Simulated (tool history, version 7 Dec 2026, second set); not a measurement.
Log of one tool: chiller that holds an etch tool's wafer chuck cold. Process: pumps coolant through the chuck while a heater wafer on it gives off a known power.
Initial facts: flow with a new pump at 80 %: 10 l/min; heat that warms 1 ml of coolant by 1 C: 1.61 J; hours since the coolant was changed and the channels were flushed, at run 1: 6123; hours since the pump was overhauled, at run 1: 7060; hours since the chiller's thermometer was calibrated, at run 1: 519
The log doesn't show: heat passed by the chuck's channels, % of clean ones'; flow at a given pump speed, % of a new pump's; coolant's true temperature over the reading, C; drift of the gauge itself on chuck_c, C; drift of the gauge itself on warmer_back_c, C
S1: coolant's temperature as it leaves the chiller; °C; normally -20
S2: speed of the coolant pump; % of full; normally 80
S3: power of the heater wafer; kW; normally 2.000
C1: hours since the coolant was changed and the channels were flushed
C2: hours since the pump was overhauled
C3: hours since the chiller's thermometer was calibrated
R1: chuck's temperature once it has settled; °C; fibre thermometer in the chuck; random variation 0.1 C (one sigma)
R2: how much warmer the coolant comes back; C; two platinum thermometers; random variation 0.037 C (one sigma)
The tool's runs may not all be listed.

{"run": 1, "hour": 0.0, "S1": -20, "S2": 80, "S3": 2.0, "C1": 6123, "C2": 7060, "C3": 519, "R1": 2.7, "R2": 8.48}
{"run": 2, "hour": 112.1, "S1": -20, "S2": 80, "S3": 2.0, "C1": 6235, "C2": 7172, "C3": 631, "R1": 2.3, "R2": 8.51}
{"run": 3, "hour": 248.8, "S1": -27, "S2": 80, "S3": 2.0, "C1": 6372, "C2": 7309, "C3": 768, "R1": -4.2, "R2": 8.43}
{"hour": 301.2, "done": "coolant changed, channels flushed"}
{"run": 4, "hour": 335.1, "S1": -27, "S2": 80, "S3": 2.0, "C1": 34, "C2": 7389, "C3": 848, "R1": -6.0, "R2": 8.49}
{"run": 5, "hour": 432.0, "S1": -27, "S2": 80, "S3": 2.0, "C1": 131, "C2": 7486, "C3": 945, "R1": -6.0, "R2": 8.55}
{"run": 6, "hour": 610.7, "S1": -27, "S2": 80, "S3": 2.0, "C1": 310, "C2": 7665, "C3": 1124, "R1": -5.8, "R2": 8.62}
{"run": 7, "hour": 782.1, "S1": -20, "S2": 80, "S3": 1.476, "C1": 481, "C2": 7836, "C3": 1295, "R1": -4.3, "R2": 6.32}
{"run": 8, "hour": 876.9, "S1": -20, "S2": 80, "S3": 1.672, "C1": 576, "C2": 7931, "C3": 1390, "R1": -2.2, "R2": 7.16}
{"run": 9, "hour": 958.0, "S1": -20, "S2": 80, "S3": 1.672, "C1": 657, "C2": 8012, "C3": 1471, "R1": -2.1, "R2": 7.24}
{"run": 10, "hour": 1135.8, "S1": -20, "S2": 80, "S3": 2.0, "C1": 835, "C2": 8190, "C3": 1649, "R1": 1.6, "R2": 8.67}
{"run": 11, "hour": 1256.0, "S1": -20, "S2": 82, "S3": 2.0, "C1": 955, "C2": 8310, "C3": 1769, "R1": 1.1, "R2": 8.48}
{"run": 12, "hour": 1351.8, "S1": -20, "S2": 82, "S3": 2.0, "C1": 1051, "C2": 8406, "C3": 1865, "R1": 1.2, "R2": 8.49}
{"run": 13, "hour": 1460.0, "S1": -20, "S2": 72, "S3": 1.378, "C1": 1159, "C2": 8514, "C3": 1973, "R1": -3.6, "R2": 6.84}
{"run": 14, "hour": 1599.6, "S1": -25, "S2": 61, "S3": 1.663, "C1": 1298, "C2": 8654, "C3": 2113, "R1": -1.4, "R2": 9.95}
{"run": 15, "hour": 1720.8, "S1": -28, "S2": 90, "S3": 2.0, "C1": 1420, "C2": 8775, "C3": 2234, "R1": -8.2, "R2": 7.67}
{"run": 16, "hour": 1900.6, "S1": -22, "S2": 80, "S3": 1.086, "C1": 1599, "C2": 8955, "C3": 2414, "R1": -10.0, "R2": 4.82}
{"run": 17, "hour": 2021.7, "S1": -22, "S2": 80, "S3": 1.086, "C1": 1721, "C2": 9076, "C3": 2535, "R1": -9.9, "R2": 4.76}
{"run": 18, "hour": 2198.6, "S1": -22, "S2": 80, "S3": 1.086, "C1": 1897, "C2": 9253, "C3": 2712, "R1": -9.8, "R2": 4.78}
{"run": 19, "hour": 2366.3, "S1": -22, "S2": 80, "S3": 1.086, "C1": 2065, "C2": 9421, "C3": 2880, "R1": -9.9, "R2": 4.86}
{"hour": 2447.8, "done": "chiller's thermometer calibrated"}
{"run": 20, "hour": 2476.3, "S1": -22, "S2": 80, "S3": 1.086, "C1": 2174, "C2": 9530, "C3": 29, "R1": -10.0, "R2": 4.85}
{"run": 21, "hour": 2626.7, "S1": -26, "S2": 83, "S3": 2.0, "C1": 2324, "C2": 9680, "C3": 179, "R1": -4.1, "R2": 8.6}
{"run": 22, "hour": 2785.7, "S1": -17, "S2": 85, "S3": 2.788, "C1": 2483, "C2": 9839, "C3": 338, "R1": 13.0, "R2": 11.72}
{"run": 23, "hour": 2912.5, "S1": -17, "S2": 98, "S3": 1.092, "C1": 2610, "C2": 9966, "C3": 465, "R1": -6.7, "R2": 3.86}

3 ways to go on from here, each from the tool as it stands after run 23. What would each give?
{"run": "A", "hour": 3038.8, "S1": -17, "S2": 98, "S3": 1.783, "C1": 2737, "C2": 10092, "C3": 591, "R1": "?", "R2": "?"}
{"run": "B", "hour": 3038.8, "S1": -21, "S2": 98, "S3": 2.052, "C1": 2737, "C2": 10092, "C3": 591, "R1": "?", "R2": "?"}
{"run": "C", "hour": 3038.8, "S1": -16, "S2": 86, "S3": 2.169, "C1": 2737, "C2": 10092, "C3": 591, "R1": "?", "R2": "?"}

run=A R1=-0.2 R2=6.33
run=B R1=-1.6 R2=7.28
run=C R1=7.2 R2=8.99
Without the tool's unlogged condition, the same runs would have read:
run=A R1=-3.4 R2=5.20
run=B R1=-5.2 R2=5.98
run=C R1=2.8 R2=7.39
